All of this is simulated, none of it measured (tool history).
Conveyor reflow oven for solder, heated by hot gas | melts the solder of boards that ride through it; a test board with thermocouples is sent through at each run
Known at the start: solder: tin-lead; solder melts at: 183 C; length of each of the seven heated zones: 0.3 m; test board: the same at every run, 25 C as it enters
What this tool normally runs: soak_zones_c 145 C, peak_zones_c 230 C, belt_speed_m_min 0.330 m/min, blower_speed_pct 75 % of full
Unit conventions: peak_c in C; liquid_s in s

run	day	soak_zones_c	peak_zones_c	belt_speed_m_min	blower_speed_pct	peak_c	liquid_s
1	0.000	145	230	0.330	75	218.7	87.1
2	1.196	145	230	0.330	75	218.1	87.1
3	2.150	145	230	0.330	75	218.1	87.2
4	3.112	145	230	0.330	75	217.9	87.2
5	4.421	145	230	0.330	75	218.0	87.3
6	5.296	145	230	0.330	75	218.1	88.0
7	6.733	145	230	0.330	75	217.9	87.8
8	7.912	145	230	0.330	75	217.8	87.0
9	9.096	145	230	0.330	75	217.8	87.7
10	10.062	145	230	0.330	75	218.1	87.7
11	11.112	145	240	0.330	75	226.2	95.1
12	12.312	145	240	0.330	75	226.0	95.3
13	13.725	145	240	0.330	75	226.2	95.6
14	14.558	145	240	0.330	75	226.1	94.9
15	15.246	145	230	0.330	81	219.2	88.4
16	16.533	134	220	0.293	53	204.1	68.7
17	17.321	154	220	0.337	65	207.6	77.3
18	18.371	154	230	0.337	68	217.1	89.8
19	19.350	145	226	0.289	75	217.9	100.5
# day 19.612: belt drive overhauled, speed set with a stopwatch
20	20.408	145	226	0.289	75	217.6	101.6
21	21.671	145	226	0.289	75	218.1	101.6

Forecast run 22:
# day 22.212: belt drive overhauled, speed set with a stopwatch, once more
22	22.983	145	230	0.318	75	?	?

For run 22 the tool returned peak_c 217.9 C, liquid_s 89.1 s.
If the tool had no hidden condition, the same run with the same run-to-run variation would have returned peak_c 216.5 C, liquid_s 88.0 s.
